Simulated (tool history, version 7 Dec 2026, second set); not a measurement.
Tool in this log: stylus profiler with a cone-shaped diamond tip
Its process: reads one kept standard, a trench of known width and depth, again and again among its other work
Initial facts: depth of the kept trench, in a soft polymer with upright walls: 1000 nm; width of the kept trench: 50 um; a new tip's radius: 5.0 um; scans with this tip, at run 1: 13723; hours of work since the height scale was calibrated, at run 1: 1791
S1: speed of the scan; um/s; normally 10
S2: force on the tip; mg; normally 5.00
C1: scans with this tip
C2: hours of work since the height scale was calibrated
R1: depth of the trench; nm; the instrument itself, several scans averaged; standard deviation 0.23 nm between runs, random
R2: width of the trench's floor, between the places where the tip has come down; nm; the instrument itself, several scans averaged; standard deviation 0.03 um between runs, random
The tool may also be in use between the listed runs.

run,hour,S1,S2,C1,C2,R1,R2
1,0.0,10,5.00,13723,1791,1017.05,42510
2,69.6,10,5.00,14057,1835,1017.47,42420
3,158.4,10,5.00,14482,1890,1017.36,42410
4,215.3,10,5.00,14754,1926,1017.25,42460
# hour 232.1: height scale calibrated on a step standard
5,308.8,10,5.00,15199,48,1012.60,42340
6,374.5,19,5.00,15514,89,1012.87,42310
7,433.1,8,11.72,15794,126,1022.52,42320
8,517.5,16,5.80,16198,178,1014.27,42240
9,576.3,30,13.34,16480,215,1024.45,42200
10,656.3,19,3.21,16863,265,1010.62,42090
11,735.5,36,7.79,17242,315,1017.63,42060

Selected run-to-run steps in R1, each split into two signed amounts: the part the tool would show with no hidden state at all (from settings, incoming material and random variation), and the remainder, which goes to the hidden state together with any gauge scatter not common to the measured and the hidden-state-free results:
The tool's hidden condition here consists of: radius of the tip, um; height scale over the true one, %; drift of the gauge itself on depth_nm, %; drift of the gauge itself on floor_um, %.
Run 4 -> 5: height scale calibrated on a step standard. R1 -4.65 nm: hidden state -4.70, all else +0.05.
Run 9 -> 10: S1 30 -> 19, S2 13.34 -> 3.21. R1 -13.83 nm: hidden state +0.11, all else -13.94.
